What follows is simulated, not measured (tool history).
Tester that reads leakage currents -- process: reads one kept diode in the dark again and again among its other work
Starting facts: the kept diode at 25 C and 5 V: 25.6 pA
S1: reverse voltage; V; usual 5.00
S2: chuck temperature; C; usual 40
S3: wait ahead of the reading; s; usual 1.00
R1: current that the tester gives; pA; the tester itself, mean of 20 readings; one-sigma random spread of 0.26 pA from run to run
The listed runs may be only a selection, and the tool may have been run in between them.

run	day	S1	S2	S3	R1
1	0.000	5.00	40	1.00	89.65
2	1.642	5.00	40	1.00	89.74
3	2.742	5.00	40	1.00	90.18
4	4.804	5.00	37	1.00	73.02
5	6.496	5.00	37	1.00	72.57
6	8.625	5.00	40	7.84	89.86
7	10.033	5.00	40	7.84	90.24
8	11.883	5.00	40	7.84	90.47
9	13.792	5.00	40	7.84	90.63
10	15.033	5.00	40	1.22	92.14
11	17.217	5.00	40	1.97	92.52
12	19.204	5.00	27	1.00	36.65
13	21.275	5.00	27	1.00	36.75
14	22.475	5.00	27	1.00	36.74
15	23.529	5.00	27	1.00	37.04
16	25.783	4.34	44	4.98	115.44
17	27.546	5.00	36	3.74	70.12
18	29.575	5.00	36	3.74	70.68
19	31.842	5.00	36	3.74	70.91

The logged runs with the hidden state left out (each run's random variation unchanged):
Hidden conditions of the tool in this case: stray current of the dirty probe card, pA a volt; current scale over the true one, %; true chuck temperature over the reading, C; drift of the gauge itself on leakage_pa, %.
run	R1
1	85.44
2	85.24
3	85.47
4	68.28
5	67.63
6	84.08
7	84.18
8	84.10
9	83.95
10	85.17
11	85.14
12	31.54
13	31.48
14	31.40
15	31.57
16	105.70
17	62.24
18	62.44
19	62.37
